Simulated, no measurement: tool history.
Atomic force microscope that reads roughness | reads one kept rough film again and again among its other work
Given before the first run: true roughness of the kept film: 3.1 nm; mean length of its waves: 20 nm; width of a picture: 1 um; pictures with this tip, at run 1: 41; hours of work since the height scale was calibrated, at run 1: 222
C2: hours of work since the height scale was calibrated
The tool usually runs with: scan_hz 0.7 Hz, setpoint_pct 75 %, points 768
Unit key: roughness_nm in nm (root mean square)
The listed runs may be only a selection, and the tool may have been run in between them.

Run 1, hour 0: usual settings; pictures with this tip 41; C2 222. Result: roughness_nm 2.535 nm (root mean square).
Run 2, hour 29.9: usual settings; pictures with this tip 67; C2 236. Result: roughness_nm 2.47 nm (root mean square).
Run 3, hour 55.6: usual settings; pictures with this tip 90; C2 248. Result: roughness_nm 2.384 nm (root mean square).
Run 4, hour 72.2: usual settings; pictures with this tip 105; C2 256. Result: roughness_nm 2.351 nm (root mean square).
Run 5, hour 97.8: usual settings; pictures with this tip 128; C2 269. Result: roughness_nm 2.281 nm (root mean square).
Run 6, hour 119.3: usual settings; pictures with this tip 147; C2 279. Result: roughness_nm 2.246 nm (root mean square).
At hour 124.3: new tip fitted.
Run 7, hour 148: usual settings; pictures with this tip 21; C2 292. Result: roughness_nm 2.555 nm (root mean square).
Run 8, hour 164.1: usual settings but scan_hz 3.714 Hz; pictures with this tip 35; C2 300. Result: roughness_nm 2.349 nm (root mean square).
Run 9, hour 182.5: usual settings but scan_hz 3.714 Hz; pictures with this tip 52; C2 309. Result: roughness_nm 2.304 nm (root mean square).
Run 10, hour 210.4: usual settings but setpoint_pct 59 %; pictures with this tip 77; C2 322. Result: roughness_nm 2.422 nm (root mean square).
Run 11, hour 239.6: usual settings but scan_hz 1.576 Hz, setpoint_pct 59 %; pictures with this tip 103; C2 336. Result: roughness_nm 2.315 nm (root mean square).
Run 12, hour 256.8: usual settings but scan_hz 1.576 Hz, setpoint_pct 59 %; pictures with this tip 118; C2 345. Result: roughness_nm 2.299 nm (root mean square).
Run 13, hour 269.3: usual settings but scan_hz 1.576 Hz, setpoint_pct 59 %; pictures with this tip 130; C2 351. Result: roughness_nm 2.271 nm (root mean square).
Run 14, hour 292.4: usual settings but scan_hz 1.576 Hz, setpoint_pct 59 %; pictures with this tip 150; C2 362. Result: roughness_nm 2.222 nm (root mean square).
At hour 294.5: new tip fitted.
Run 15, hour 321.6: usual settings but scan_hz 1.576 Hz, setpoint_pct 59 %; pictures with this tip 24; C2 375. Result: roughness_nm 2.518 nm (root mean square).
Run 16, hour 343.5: usual settings but scan_hz 1.576 Hz, setpoint_pct 59 %; pictures with this tip 44; C2 386. Result: roughness_nm 2.47 nm (root mean square).
Run 17, hour 373.4: usual settings but scan_hz 0.582 Hz, setpoint_pct 58 %, points 290; pictures with this tip 70; C2 400. Result: roughness_nm 2.354 nm (root mean square).
Run 18, hour 392: usual settings but scan_hz 0.582 Hz, setpoint_pct 58 %, points 290; pictures with this tip 87; C2 409. Result: roughness_nm 2.315 nm (root mean square).
Run 19, hour 406.4: usual settings but scan_hz 0.856 Hz, setpoint_pct 64 %, points 787; pictures with this tip 100; C2 416. Result: roughness_nm 2.331 nm (root mean square).
Run 20, hour 428.6: usual settings but scan_hz 1.187 Hz, setpoint_pct 73 %, points 353; pictures with this tip 120; C2 427. Result: roughness_nm 2.215 nm (root mean square).
Run 21, hour 447.8: usual settings but scan_hz 0.588 Hz, setpoint_pct 73 %, points 353; pictures with this tip 137; C2 436. Result: roughness_nm 2.191 nm (root mean square).
At hour 465.2: new tip fitted.
Run 22, hour 465.3: usual settings but scan_hz 0.588 Hz, setpoint_pct 83 %, points 353; pictures with this tip 0; C2 444. Result: roughness_nm 2.553 nm (root mean square).
Run 23, hour 492.1: usual settings but scan_hz 0.588 Hz, setpoint_pct 83 %, points 353; pictures with this tip 24; C2 457. Result: roughness_nm 2.481 nm (root mean square).
Run 24, hour 509.2: usual settings but scan_hz 0.588 Hz, setpoint_pct 83 %, points 353; pictures with this tip 40; C2 465. Result: roughness_nm 2.46 nm (root mean square).
Run 25, hour 528: usual settings but scan_hz 1.515 Hz, setpoint_pct 70 %; pictures with this tip 57; C2 474. Result: roughness_nm 2.421 nm (root mean square).
Run 26, hour 540.8: usual settings but scan_hz 3.322 Hz, setpoint_pct 77 %, points 300; pictures with this tip 68; C2 480. Result: roughness_nm 2.196 nm (root mean square).
Run 27, hour 553.6: usual settings but setpoint_pct 58 %, points 405; pictures with this tip 80; C2 486. Result: roughness_nm 2.374 nm (root mean square).
Run 28, hour 582.4: usual settings but setpoint_pct 58 %, points 405; pictures with this tip 105; C2 500. Result: roughness_nm 2.311 nm (root mean square).
Run 29, hour 610.2: usual settings but setpoint_pct 58 %, points 405; pictures with this tip 130; C2 514. Result: roughness_nm 2.258 nm (root mean square).

Run 30 comes next. What will it give?
At hour 634.6: new tip fitted.
Run 30, hour 635.9: usual settings but scan_hz 0.674 Hz, points 916; pictures with this tip 1; C2 526. Result: roughness_nm ?.

Run 30 gave roughness_nm 2.605 nm (root mean square).
Minus the tool's unlogged condition, the same run would have read roughness_nm 2.642 nm (root mean square).

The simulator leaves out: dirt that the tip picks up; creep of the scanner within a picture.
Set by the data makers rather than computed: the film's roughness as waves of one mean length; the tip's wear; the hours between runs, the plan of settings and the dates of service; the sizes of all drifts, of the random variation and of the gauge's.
